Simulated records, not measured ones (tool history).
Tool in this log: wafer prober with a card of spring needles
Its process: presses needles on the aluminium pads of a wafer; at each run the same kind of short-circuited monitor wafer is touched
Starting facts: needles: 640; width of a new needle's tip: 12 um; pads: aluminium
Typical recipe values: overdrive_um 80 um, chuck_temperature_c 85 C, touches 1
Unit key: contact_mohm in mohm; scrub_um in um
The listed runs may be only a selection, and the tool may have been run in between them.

run,hour,overdrive_um,chuck_temperature_c,touches,contact_mohm,scrub_um
1,0,80,85,1,283,10.75
# hour 1.9: tips cleaned on abrasive film
# hour 9.1: tips cleaned on abrasive film
# hour 16.3: tips cleaned on abrasive film
# hour 25.3: tips cleaned on abrasive film
# hour 34.4: tips cleaned on abrasive film
# hour 41.6: tips cleaned on abrasive film
# hour 50.6: tips cleaned on abrasive film
# hour 59.6: tips cleaned on abrasive film
# hour 68.6: tips cleaned on abrasive film
# hour 74.3: height of the first contact set anew
# hour 76.1: tips cleaned on abrasive film
# hour 85.1: tips cleaned on abrasive film
2,85.8,80,85,1,262,11.26
# hour 93: tips cleaned on abrasive film
# hour 100.3: tips cleaned on abrasive film
# hour 107.5: tips cleaned on abrasive film
# hour 114.7: tips cleaned on abrasive film
# hour 121.9: tips cleaned on abrasive film
# hour 129.2: tips cleaned on abrasive film
# hour 136.4: tips cleaned on abrasive film
3,139.7,80,85,2,273,11.16
# hour 145.1: tips cleaned on abrasive film
# hour 152.4: tips cleaned on abrasive film
# hour 159.6: tips cleaned on abrasive film
# hour 168.6: tips cleaned on abrasive film
# hour 175.8: tips cleaned on abrasive film
# hour 183.1: tips cleaned on abrasive film
# hour 190.3: tips cleaned on abrasive film
# hour 197.5: tips cleaned on abrasive film
# hour 206.5: tips cleaned on abrasive film
# hour 213.8: tips cleaned on abrasive film
# hour 221: tips cleaned on abrasive film
# hour 229.9: tips cleaned on abrasive film
4,229.9,80,96,1,270,11.01
# hour 239: tips cleaned on abrasive film
# hour 248: tips cleaned on abrasive film
# hour 257: tips cleaned on abrasive film
# hour 264.2: tips cleaned on abrasive film
# hour 273.2: tips cleaned on abrasive film
5,275.6,80,96,1,279,10.85
# hour 281.1: tips cleaned on abrasive film
# hour 288.3: tips cleaned on abrasive film
# hour 295.6: tips cleaned on abrasive film
# hour 304.6: tips cleaned on abrasive film
# hour 313.6: tips cleaned on abrasive film
# hour 322.6: tips cleaned on abrasive film
# hour 331.6: tips cleaned on abrasive film
# hour 338.8: tips cleaned on abrasive film
# hour 347.8: tips cleaned on abrasive film
# hour 356.8: tips cleaned on abrasive film
# hour 364.1: tips cleaned on abrasive film
6,369.4,73,85,1,291,9.83
# hour 373.1: tips cleaned on abrasive film
# hour 380.3: tips cleaned on abrasive film
# hour 387.5: tips cleaned on abrasive film
# hour 394.7: tips cleaned on abrasive film
# hour 402: tips cleaned on abrasive film
# hour 409.2: tips cleaned on abrasive film
# hour 416.4: tips cleaned on abrasive film
# hour 423.7: tips cleaned on abrasive film
# hour 430.9: tips cleaned on abrasive film
# hour 438.1: tips cleaned on abrasive film
7,444.3,80,85,1,291,10.73
# hour 446.2: tips cleaned on abrasive film
# hour 453.4: tips cleaned on abrasive film
# hour 460.6: tips cleaned on abrasive film
# hour 467.9: tips cleaned on abrasive film
# hour 476.9: tips cleaned on abrasive film
# hour 484.1: tips cleaned on abrasive film
# hour 491.3: tips cleaned on abrasive film
# hour 498.6: tips cleaned on abrasive film
8,501,80,40,1,267,10.73
# hour 506.5: tips cleaned on abrasive film
# hour 513.7: tips cleaned on abrasive film
# hour 515.8: height of the first contact set anew
# hour 521.2: tips cleaned on abrasive film
# hour 528.5: tips cleaned on abrasive film
# hour 535.7: tips cleaned on abrasive film
# hour 542.9: tips cleaned on abrasive film
# hour 550.1: tips cleaned on abrasive film
# hour 557.4: tips cleaned on abrasive film
# hour 564.6: tips cleaned on abrasive film
# hour 571.8: tips cleaned on abrasive film
# hour 583.8: card fitted with new needles
# hour 591: tips cleaned on abrasive film
# hour 598.3: tips cleaned on abrasive film
# hour 605.5: tips cleaned on abrasive film
9,611.7,72,81,1,273,10.22
# hour 613.6: tips cleaned on abrasive film
# hour 622.6: tips cleaned on abrasive film
# hour 631.6: tips cleaned on abrasive film
# hour 638.8: tips cleaned on abrasive film
# hour 646.1: tips cleaned on abrasive film
# hour 655.1: tips cleaned on abrasive film
# hour 664.1: tips cleaned on abrasive film
# hour 671.3: tips cleaned on abrasive film
# hour 678.5: tips cleaned on abrasive film
# hour 685.8: tips cleaned on abrasive film
# hour 693: tips cleaned on abrasive film
# hour 700.2: tips cleaned on abrasive film
# hour 707.5: tips cleaned on abrasive film
10,710.8,71,36,1,258,9.75
# hour 716.2: tips cleaned on abrasive film
# hour 725.2: tips cleaned on abrasive film
# hour 734.2: tips cleaned on abrasive film
# hour 743.2: tips cleaned on abrasive film
# hour 750.5: tips cleaned on abrasive film
# hour 757.7: tips cleaned on abrasive film
# hour 764.9: tips cleaned on abrasive film
# hour 772.1: tips cleaned on abrasive film
# hour 779.4: tips cleaned on abrasive film
# hour 786.6: tips cleaned on abrasive film
# hour 795.6: tips cleaned on abrasive film
11,801.6,80,98,2,270,11.04
# hour 803.5: tips cleaned on abrasive film
# hour 812.5: tips cleaned on abrasive film
# hour 819.7: tips cleaned on abrasive film
# hour 826.9: tips cleaned on abrasive film
# hour 834.2: tips cleaned on abrasive film
# hour 843.2: tips cleaned on abrasive film
# hour 850.4: tips cleaned on abrasive film
12,855.8,70,47,1,271,9.52
# hour 857.7: tips cleaned on abrasive film
# hour 864.9: tips cleaned on abrasive film
# hour 873.9: tips cleaned on abrasive film
# hour 883: tips cleaned on abrasive film
# hour 892: tips cleaned on abrasive film
# hour 901: tips cleaned on abrasive film
# hour 908.2: tips cleaned on abrasive film
# hour 915.4: tips cleaned on abrasive film
# hour 924.4: tips cleaned on abrasive film
# hour 933.4: tips cleaned on abrasive film
13,937.3,80,71,1,264,10.86
# hour 940.9: tips cleaned on abrasive film
# hour 948.2: tips cleaned on abrasive film
# hour 955.4: tips cleaned on abrasive film
# hour 964.4: tips cleaned on abrasive film
# hour 971.6: tips cleaned on abrasive film
# hour 978.9: tips cleaned on abrasive film
14,983.2,80,71,1,268,10.84
# hour 986.9: tips cleaned on abrasive film
# hour 994.1: tips cleaned on abrasive film
# hour 1001.3: tips cleaned on abrasive film
# hour 1008.6: tips cleaned on abrasive film
# hour 1017.6: tips cleaned on abrasive film
# hour 1024.8: tips cleaned on abrasive film
# hour 1025.1: height of the first contact set anew
# hour 1032.3: tips cleaned on abrasive film
# hour 1039.6: tips cleaned on abrasive film
# hour 1046.8: tips cleaned on abrasive film
15,1048.1,61,60,1,265,8.54

Predict each of these 4 candidate next runs independently; none follows another, all start after run 15:
# hour 1055.4: tips cleaned on abrasive film
# hour 1062.6: tips cleaned on abrasive film
# hour 1071.6: tips cleaned on abrasive film
# hour 1078.8: tips cleaned on abrasive film
# hour 1086.1: tips cleaned on abrasive film
# hour 1093.3: tips cleaned on abrasive film
# hour 1102.3: tips cleaned on abrasive film
A,1103.5,86,58,1,?,?
# hour 1055.4: tips cleaned on abrasive film
# hour 1062.6: tips cleaned on abrasive film
# hour 1071.6: tips cleaned on abrasive film
# hour 1078.8: tips cleaned on abrasive film
# hour 1086.1: tips cleaned on abrasive film
# hour 1093.3: tips cleaned on abrasive film
# hour 1102.3: tips cleaned on abrasive film
B,1103.5,80,85,2,?,?
# hour 1055.4: tips cleaned on abrasive film
# hour 1062.6: tips cleaned on abrasive film
# hour 1071.6: tips cleaned on abrasive film
# hour 1078.8: tips cleaned on abrasive film
# hour 1086.1: tips cleaned on abrasive film
# hour 1093.3: tips cleaned on abrasive film
# hour 1102.3: tips cleaned on abrasive film
C,1103.5,80,32,1,?,?
# hour 1055.4: tips cleaned on abrasive film
# hour 1062.6: tips cleaned on abrasive film
# hour 1071.6: tips cleaned on abrasive film
# hour 1078.8: tips cleaned on abrasive film
# hour 1086.1: tips cleaned on abrasive film
# hour 1093.3: tips cleaned on abrasive film
# hour 1102.3: tips cleaned on abrasive film
D,1103.5,80,85,2,?,?

run,contact_mohm,scrub_um
A,254,12.02
B,256,11.21
C,252,11.24
D,264,11.32
Take away the tool's hidden state, keep each run's random variation, and the runs would have read:
run,contact_mohm,scrub_um
A,247,12.16
B,251,11.35
C,243,11.38
D,259,11.46

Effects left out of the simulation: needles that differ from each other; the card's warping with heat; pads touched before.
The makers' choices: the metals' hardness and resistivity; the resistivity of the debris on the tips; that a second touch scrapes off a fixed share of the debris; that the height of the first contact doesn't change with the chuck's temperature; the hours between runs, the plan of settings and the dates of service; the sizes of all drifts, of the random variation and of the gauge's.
